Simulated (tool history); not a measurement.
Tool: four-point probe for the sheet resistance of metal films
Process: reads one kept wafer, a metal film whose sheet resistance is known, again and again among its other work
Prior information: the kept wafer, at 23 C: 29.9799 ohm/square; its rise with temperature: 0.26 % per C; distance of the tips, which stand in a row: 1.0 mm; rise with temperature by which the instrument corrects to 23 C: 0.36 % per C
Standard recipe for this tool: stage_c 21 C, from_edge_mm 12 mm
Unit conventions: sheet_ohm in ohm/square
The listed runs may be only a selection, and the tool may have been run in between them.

run	hour	stage_c	from_edge_mm	sheet_ohm
1	0.0	21	12	30.259273
2	49.9	21	14	30.231759
3	86.9	26	14	30.092950
4	158.0	21	12	30.268050
5	221.4	21	12	30.268619
6	275.0	20	12	30.304997
7	338.1	20	12	30.312471
8	370.7	21	12	30.302960
9	405.3	21	12	30.276995
10	458.5	20	12	30.311369
11	510.7	31	15	29.959836
12	555.4	31	20	29.936572
13	615.7	33	8	30.112844
14	653.3	21	4	31.177929
15	702.1	22	5	30.808184
16	768.3	22	5	30.804125
17	802.0	25	40	30.108263
18	834.3	19	17	30.326451
19	887.3	19	66	30.265836
20	931.8	32	18	29.956533

Alternative continuations, all from the tool just after run 20; predict every row:
A	963.1	20	70	?
B	963.1	23	5	?
C	963.1	21	5	?
D	963.1	21	64	?

run	sheet_ohm
A	30.239161
B	30.786432
C	30.842307
D	30.201615
With no hidden state in the tool, these same runs would have given:
run	sheet_ohm
A	30.062877
B	30.606997
C	30.662764
D	30.025443

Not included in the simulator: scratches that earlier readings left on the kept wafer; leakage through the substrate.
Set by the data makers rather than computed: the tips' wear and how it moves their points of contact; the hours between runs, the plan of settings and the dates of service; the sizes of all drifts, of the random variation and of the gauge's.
